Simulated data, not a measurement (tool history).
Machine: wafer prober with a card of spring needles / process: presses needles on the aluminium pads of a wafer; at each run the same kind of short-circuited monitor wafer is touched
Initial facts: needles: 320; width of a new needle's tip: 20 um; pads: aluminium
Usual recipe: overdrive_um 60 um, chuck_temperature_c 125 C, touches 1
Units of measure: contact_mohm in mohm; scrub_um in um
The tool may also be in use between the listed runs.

| run | hour | overdrive_um | chuck_temperature_c | touches | contact_mohm | scrub_um |
|---|---|---|---|---|---|---|
| 1 | 0.0 | 60 | 125 | 1 | 181 | 10.57 |
|  | 3.0 | tips cleaned on abrasive film |
|  | 7.8 | tips cleaned on abrasive film |
|  | 12.7 | tips cleaned on abrasive film |
| 2 | 13.1 | 60 | 125 | 1 | 183 | 10.72 |
|  | 17.0 | tips cleaned on abrasive film |
|  | 20.9 | tips cleaned on abrasive film |
|  | 25.8 | tips cleaned on abrasive film |
|  | 30.6 | tips cleaned on abrasive film |
| 3 | 31.6 | 60 | 125 | 1 | 180 | 10.74 |
|  | 35.5 | tips cleaned on abrasive film |
|  | 40.4 | tips cleaned on abrasive film |
|  | 45.2 | tips cleaned on abrasive film |
|  | 49.1 | tips cleaned on abrasive film |
|  | 54.0 | tips cleaned on abrasive film |
| 4 | 55.9 | 60 | 125 | 1 | 180 | 10.74 |
|  | 58.9 | tips cleaned on abrasive film |
|  | 63.7 | tips cleaned on abrasive film |
|  | 68.6 | tips cleaned on abrasive film |
|  | 73.5 | tips cleaned on abrasive film |
|  | 78.4 | tips cleaned on abrasive film |
|  | 83.2 | tips cleaned on abrasive film |
| 5 | 84.8 | 60 | 125 | 1 | 183 | 10.66 |
|  | 87.8 | tips cleaned on abrasive film |
|  | 92.7 | tips cleaned on abrasive film |
|  | 97.5 | tips cleaned on abrasive film |
|  | 102.4 | tips cleaned on abrasive film |
| 6 | 102.9 | 60 | 125 | 1 | 181 | 10.73 |
|  | 106.9 | tips cleaned on abrasive film |
|  | 111.7 | tips cleaned on abrasive film |
|  | 116.6 | tips cleaned on abrasive film |
|  | 121.5 | tips cleaned on abrasive film |
|  | 126.4 | tips cleaned on abrasive film |
| 7 | 128.2 | 60 | 125 | 1 | 180 | 10.69 |
|  | 131.2 | tips cleaned on abrasive film |
|  | 136.0 | tips cleaned on abrasive film |
|  | 140.9 | tips cleaned on abrasive film |
|  | 145.8 | tips cleaned on abrasive film |
|  | 150.6 | tips cleaned on abrasive film |
| 8 | 154.3 | 60 | 125 | 2 | 182 | 10.66 |
|  | 155.3 | tips cleaned on abrasive film |
|  | 157.5 | height of the first contact set anew |
|  | 160.5 | tips cleaned on abrasive film |
|  | 165.4 | tips cleaned on abrasive film |
|  | 170.2 | tips cleaned on abrasive film |
|  | 175.1 | tips cleaned on abrasive film |
|  | 180.0 | tips cleaned on abrasive film |
|  | 184.8 | tips cleaned on abrasive film |
| 9 | 186.4 | 60 | 125 | 1 | 181 | 10.69 |
|  | 189.4 | tips cleaned on abrasive film |
|  | 194.2 | tips cleaned on abrasive film |
|  | 199.1 | tips cleaned on abrasive film |
| 10 | 200.0 | 51 | 125 | 1 | 180 | 9.09 |
|  | 203.9 | tips cleaned on abrasive film |
|  | 208.8 | tips cleaned on abrasive film |
|  | 213.6 | tips cleaned on abrasive film |
|  | 218.5 | tips cleaned on abrasive film |
| 11 | 221.5 | 51 | 125 | 1 | 183 | 9.13 |
|  | 222.6 | tips cleaned on abrasive film |
|  | 227.5 | tips cleaned on abrasive film |
|  | 232.3 | tips cleaned on abrasive film |
|  | 237.2 | tips cleaned on abrasive film |
| 12 | 238.7 | 51 | 125 | 1 | 180 | 9.19 |
|  | 241.6 | tips cleaned on abrasive film |
|  | 246.5 | tips cleaned on abrasive film |
|  | 250.4 | tips cleaned on abrasive film |
|  | 255.3 | tips cleaned on abrasive film |
|  | 260.2 | tips cleaned on abrasive film |
|  | 264.4 | tips cleaned on abrasive film |
| 13 | 264.4 | 60 | 125 | 3 | 182 | 10.79 |
|  | 269.3 | tips cleaned on abrasive film |
|  | 274.2 | tips cleaned on abrasive film |
|  | 279.1 | tips cleaned on abrasive film |
|  | 283.9 | tips cleaned on abrasive film |
| 14 | 284.0 | 60 | 125 | 3 | 182 | 10.85 |
|  | 287.9 | tips cleaned on abrasive film |
|  | 292.7 | tips cleaned on abrasive film |
|  | 297.6 | tips cleaned on abrasive film |
|  | 302.5 | tips cleaned on abrasive film |
|  | 307.4 | tips cleaned on abrasive film |
|  | 312.2 | tips cleaned on abrasive film |
| 15 | 313.9 | 60 | 125 | 3 | 179 | 10.83 |
|  | 316.9 | tips cleaned on abrasive film |
|  | 320.8 | tips cleaned on abrasive film |
|  | 325.7 | tips cleaned on abrasive film |
|  | 330.5 | tips cleaned on abrasive film |
|  | 335.4 | tips cleaned on abrasive film |
| 16 | 336.3 | 60 | 125 | 3 | 178 | 10.82 |
|  | 340.2 | tips cleaned on abrasive film |
|  | 345.1 | tips cleaned on abrasive film |
|  | 349.9 | tips cleaned on abrasive film |
|  | 354.8 | tips cleaned on abrasive film |
|  | 359.7 | tips cleaned on abrasive film |
| 17 | 361.7 | 60 | 98 | 2 | 177 | 10.78 |
|  | 363.7 | tips cleaned on abrasive film |
|  | 368.6 | tips cleaned on abrasive film |
|  | 373.5 | tips cleaned on abrasive film |
|  | 378.3 | tips cleaned on abrasive film |
|  | 383.2 | tips cleaned on abrasive film |
|  | 387.1 | tips cleaned on abrasive film |
| 18 | 388.7 | 80 | 125 | 1 | 177 | 14.61 |
|  | 391.7 | tips cleaned on abrasive film |
|  | 396.6 | tips cleaned on abrasive film |
|  | 401.4 | tips cleaned on abrasive film |
| 19 | 402.6 | 59 | 95 | 2 | 174 | 10.63 |
|  | 405.6 | tips cleaned on abrasive film |
|  | 410.5 | tips cleaned on abrasive film |
|  | 414.4 | tips cleaned on abrasive film |
| 20 | 418.0 | 52 | 95 | 2 | 178 | 9.44 |
|  | 419.1 | tips cleaned on abrasive film |
|  | 423.9 | tips cleaned on abrasive film |
|  | 427.9 | tips cleaned on abrasive film |
|  | 432.7 | tips cleaned on abrasive film |
|  | 436.7 | tips cleaned on abrasive film |
| 21 | 437.6 | 52 | 95 | 2 | 179 | 9.43 |
|  | 441.5 | tips cleaned on abrasive film |
|  | 446.3 | tips cleaned on abrasive film |
|  | 450.3 | tips cleaned on abrasive film |
| 22 | 453.0 | 52 | 95 | 2 | 179 | 9.45 |
|  | 455.0 | tips cleaned on abrasive film |
|  | 459.8 | tips cleaned on abrasive film |
|  | 461.1 | height of the first contact set anew |
|  | 465.0 | tips cleaned on abrasive film |
|  | 469.9 | tips cleaned on abrasive film |
| 23 | 473.7 | 43 | 75 | 2 | 175 | 7.84 |
|  | 474.7 | tips cleaned on abrasive film |
|  | 478.6 | tips cleaned on abrasive film |
|  | 483.5 | tips cleaned on abrasive film |
|  | 488.4 | tips cleaned on abrasive film |
|  | 493.2 | tips cleaned on abrasive film |
| 24 | 495.7 | 60 | 27 | 1 | 160 | 10.97 |
|  | 497.7 | tips cleaned on abrasive film |
|  | 502.6 | tips cleaned on abrasive film |
|  | 507.5 | tips cleaned on abrasive film |
|  | 512.3 | tips cleaned on abrasive film |
|  | 517.2 | tips cleaned on abrasive film |
| 25 | 517.8 | 60 | 30 | 2 | 161 | 11.02 |

Some steps in scrub_um between neighbouring runs. How much of each would the tool show without its hidden state too (settings, what came in, random variation), and how much is left for the hidden state, with any gauge scatter that isn't in both results?
Hidden conditions of the tool in this case: debris on the tips, nm; way that the needles fall short of the set height, um; tips' diameter, um; drift of the gauge itself on contact_mohm, %; drift of the gauge itself on scrub_um, %.
Run 17 -> 18: overdrive_um 60 -> 80, chuck_temperature_c 98 -> 125, touches 2 -> 1, tips cleaned on abrasive film, tips cleaned on abrasive film, tips cleaned on abrasive film, tips cleaned on abrasive film, tips cleaned on abrasive film, tips cleaned on abrasive film. scrub_um +3.83 um: hidden state +0.09, all else +3.74.
Run 18 -> 19: overdrive_um 80 -> 59, chuck_temperature_c 125 -> 95, touches 1 -> 2, tips cleaned on abrasive film, tips cleaned on abrasive film, tips cleaned on abrasive film. scrub_um -3.98 um: hidden state -0.07, all else -3.91.
Run 23 -> 24: overdrive_um 43 -> 60, chuck_temperature_c 75 -> 27, touches 2 -> 1, tips cleaned on abrasive film, tips cleaned on abrasive film, tips cleaned on abrasive film, tips cleaned on abrasive film, tips cleaned on abrasive film. scrub_um +3.13 um: hidden state +0.08, all else +3.05.
